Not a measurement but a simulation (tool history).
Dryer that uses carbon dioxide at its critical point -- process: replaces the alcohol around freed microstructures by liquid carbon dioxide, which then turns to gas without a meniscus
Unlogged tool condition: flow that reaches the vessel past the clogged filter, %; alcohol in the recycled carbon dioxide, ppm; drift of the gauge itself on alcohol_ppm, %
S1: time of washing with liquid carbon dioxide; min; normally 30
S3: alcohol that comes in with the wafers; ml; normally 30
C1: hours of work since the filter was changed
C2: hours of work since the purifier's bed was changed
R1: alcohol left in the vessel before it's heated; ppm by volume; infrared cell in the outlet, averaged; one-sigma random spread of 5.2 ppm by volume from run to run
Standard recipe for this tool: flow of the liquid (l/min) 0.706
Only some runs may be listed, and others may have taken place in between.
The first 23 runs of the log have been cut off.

Run 24, hour 710.8: usual settings; C1 140; C2 556. Result: R1 179 ppm by volume.
Run 25, hour 747.8: usual settings but S1 37 min; C1 169; C2 585. Result: R1 107 ppm by volume.
Run 26, hour 770.3: usual settings but S1 37 min; C1 187; C2 602. Result: R1 106 ppm by volume.
At hour 788.6: inlet filter changed.
Run 27, hour 798.4: usual settings but S1 37 min; C1 8; C2 624. Result: R1 91 ppm by volume.
Run 28, hour 842.3: usual settings but S1 37 min; C1 42; C2 658. Result: R1 96 ppm by volume.
Run 29, hour 870.2: usual settings but S1 27 min, S3 49 ml; C1 64; C2 680. Result: R1 339 ppm by volume.
Run 30, hour 905: usual settings but S1 23 min, flow of the liquid (l/min) 0.775, S3 25 ml; C1 91; C2 707. Result: R1 251 ppm by volume.
Run 31, hour 928.8: usual settings but S1 43 min, flow of the liquid (l/min) 0.435, S3 25 ml; C1 110; C2 726. Result: R1 201 ppm by volume.
Run 32, hour 951.7: usual settings but S1 43 min, flow of the liquid (l/min) 0.435, S3 25 ml; C1 128; C2 744. Result: R1 219 ppm by volume.
Run 33, hour 972.6: usual settings but S1 34 min, flow of the liquid (l/min) 0.645, S3 72 ml; C1 145; C2 760. Result: R1 325 ppm by volume.
Run 34, hour 1002.2: usual settings but S1 34 min, flow of the liquid (l/min) 0.645, S3 72 ml; C1 168; C2 784. Result: R1 345 ppm by volume.
Run 35, hour 1024.6: usual settings but S1 23 min, flow of the liquid (l/min) 0.645, S3 72 ml; C1 185; C2 801. Result: R1 1078 ppm by volume.
At hour 1046: inlet filter changed.
Run 36, hour 1066.3: usual settings but S1 36 min; C1 16; C2 833. Result: R1 108 ppm by volume.
Run 37, hour 1109.8: usual settings but S1 32 min, S3 22 ml; C1 50; C2 867. Result: R1 149 ppm by volume.
Run 38, hour 1144.8: usual settings but S1 32 min, S3 22 ml; C1 78; C2 895. Result: R1 152 ppm by volume.
At hour 1151.5: purifier's bed changed.
Run 39, hour 1183: usual settings but S1 32 min, S3 22 ml; C1 105; C2 25. Result: R1 65 ppm by volume.
Run 40, hour 1203.1: usual settings but S1 29 min; C1 121; C2 41. Result: R1 148 ppm by volume.
Run 41, hour 1224.9: usual settings but S1 24 min, flow of the liquid (l/min) 0.449; C1 138; C2 58. Result: R1 911 ppm by volume.
Run 42, hour 1247.5: usual settings but S1 27 min, flow of the liquid (l/min) 0.726, S3 83 ml; C1 156; C2 75. Result: R1 474 ppm by volume.
Run 43, hour 1267.5: usual settings but S1 28 min, flow of the liquid (l/min) 0.726, S3 59 ml; C1 172; C2 91. Result: R1 305 ppm by volume.
Run 44, hour 1293.9: usual settings but S1 44 min, flow of the liquid (l/min) 0.857, S3 109 ml; C1 192; C2 112. Result: R1 39 ppm by volume.
At hour 1305.9: inlet filter changed.
Run 45, hour 1324.4: usual settings but S1 44 min, flow of the liquid (l/min) 0.857, S3 109 ml; C1 15; C2 135. Result: R1 38 ppm by volume.
Run 46, hour 1360.7: usual settings but S1 22 min, flow of the liquid (l/min) 0.521, S3 28 ml; C1 43; C2 163. Result: R1 699 ppm by volume.
Run 47, hour 1381.7: usual settings but S1 22 min, flow of the liquid (l/min) 0.521, S3 28 ml; C1 60; C2 180. Result: R1 709 ppm by volume.

Forecast each of these 3 alternatives for the next run:
Run A, hour 1419.6: usual settings but S1 41 min, S3 76 ml; C1 89; C2 210. Result: R1 ?.
Run B, hour 1419.6: usual settings but S1 19 min, flow of the liquid (l/min) 0.444, S3 101 ml; C1 89; C2 210. Result: R1 ?.
Run C, hour 1419.6: usual settings but S1 44 min, flow of the liquid (l/min) 0.521, S3 23 ml; C1 89; C2 210. Result: R1 ?.

run    R1
  A    89
  B  4593
  C    81
Had the tool no hidden state, the same runs would have come out as:
run    R1
  A    57
  B  4284
  C    53
